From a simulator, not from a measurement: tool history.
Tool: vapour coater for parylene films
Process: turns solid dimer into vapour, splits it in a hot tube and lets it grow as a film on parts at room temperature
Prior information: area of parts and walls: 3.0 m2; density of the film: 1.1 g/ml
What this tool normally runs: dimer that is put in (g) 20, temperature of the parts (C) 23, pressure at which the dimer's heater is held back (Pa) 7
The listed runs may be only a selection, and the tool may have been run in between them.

run,hour,dimer that is put in (g),temperature of the parts (C),pressure at which the dimer's heater is held back (Pa),thickness of the film (um)
1,0,20,23,7,4.3
2,9.9,20,23,9.39,4.03
3,25.8,20,23,9.39,4.09
4,39.8,20,23,9.39,4.07
5,52,20,23,9.39,4.05
6,68.2,20,23,9.39,4.11
7,76.8,20,23,9.39,4.04
8,95.6,21,23,7,4.48
9,108.1,20,23,5.19,4.48
10,122.2,28,23,7,5.97
11,131.5,28,16,7,7.41
12,148.3,28,16,7,7.42
13,157,28,16,7,7.44
14,175.5,20,23,6.18,4.37
15,187.2,20,23,10,4.04
16,199,20,23,10,4.01
17,214.5,20,23,4.63,4.51
18,226.1,31,23,7,6.57
19,235,31,23,7,6.6
20,244.2,31,23,7,6.6
21,252.5,31,23,7,6.62
22,263,20,17,7,5.13
23,277.9,20,17,7,5.1
24,291,20,17,7,5.16
25,309.8,34,21,2.95,8.77
26,324.3,34,21,2.95,8.79
27,332.2,34,21,2.95,8.85
28,345.2,31,20,3.95,7.91
29,357.9,31,20,3.95,7.9
# hour 367.2: trap's valve overhauled
30,369.7,31,20,3.95,7.97
31,382.9,31,20,3.95,7.96
32,400.3,31,24,3.22,7.19
33,408.8,10,23,2.51,2.51
34,421.5,10,23,2.51,2.48
35,438.9,10,23,2.51,2.52
36,457.9,8,15,11.04,2.03
37,474.4,20,25,7,4.02
38,490.7,29,33,11.02,4.24
39,502.6,29,33,11.02,4.25
40,515.9,15,15,2.99,4.43
41,530.4,15,15,2.99,4.45
42,541.1,15,15,2.99,4.46
43,556.6,15,18,4.31,4.08
44,570.6,20,34,11.78,2.8
45,581,33,23,4.85,7.41
46,593.9,23,16,7.26,6.1

Here are 3 independent what-if runs from the current tool condition. What would each one return?
A,605.8,23,16,3.37,?
B,605.8,32,22,7,?
C,605.8,13,28,7.74,?

run,thickness of the film (um)
A,6.81
B,7
C,2.33
The same runs, with their run-to-run variation unchanged, on a tool lacking any hidden condition would have given:
run,thickness of the film (um)
A,6.81
B,7
C,2.33

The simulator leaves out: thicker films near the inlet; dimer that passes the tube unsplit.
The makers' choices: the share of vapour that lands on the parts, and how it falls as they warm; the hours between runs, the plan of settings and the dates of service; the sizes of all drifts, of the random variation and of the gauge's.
